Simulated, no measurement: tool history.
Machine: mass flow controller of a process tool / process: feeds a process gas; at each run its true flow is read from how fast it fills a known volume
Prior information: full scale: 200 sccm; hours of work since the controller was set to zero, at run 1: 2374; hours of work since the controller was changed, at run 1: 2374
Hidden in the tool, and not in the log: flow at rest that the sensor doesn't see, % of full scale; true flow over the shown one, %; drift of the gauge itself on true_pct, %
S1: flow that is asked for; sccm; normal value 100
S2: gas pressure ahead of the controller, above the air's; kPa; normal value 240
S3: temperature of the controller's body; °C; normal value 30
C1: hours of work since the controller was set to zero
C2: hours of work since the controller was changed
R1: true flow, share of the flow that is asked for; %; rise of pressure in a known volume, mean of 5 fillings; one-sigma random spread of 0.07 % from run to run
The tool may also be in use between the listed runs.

run,hour,S1,S2,S3,C1,C2,R1
1,0,100,240,30,2374,2374,99.12
2,222.1,100,240,30,2532,2532,99.35
3,490.5,100,240,30,2722,2722,99.2
4,825.2,100,240,30,2960,2960,99.17
5,1045,100,240,30,3116,3116,99.14
6,1219.2,122,240,30,3239,3239,99.83
7,1465.8,122,240,30,3414,3414,99.89
8,1624,122,240,30,3526,3526,99.82
9,1805.8,122,240,30,3655,3655,99.92
10,2004.9,122,240,30,3797,3797,99.76
11,2329.8,128,148,35,4027,4027,99.95
12,2496.9,26,151,23,4146,4146,89.47
13,2648.7,53,194,22,4253,4253,95.3
14,2874.7,71,242,22,4414,4414,97
# hour 2923.5: controller's zero set anew
15,3132.1,136,160,26,148,4596,101.89
16,3422.6,46,153,20,354,4802,100.01
17,3761,25,151,26,594,5042,99.33

What does the tool deliver on the next run?
18,4021.4,117,208,35,779,5227,?

R1: 102.37 %
On a tool with no hidden condition, and with the same random variation, this run would have come out at R1 99.55 %.
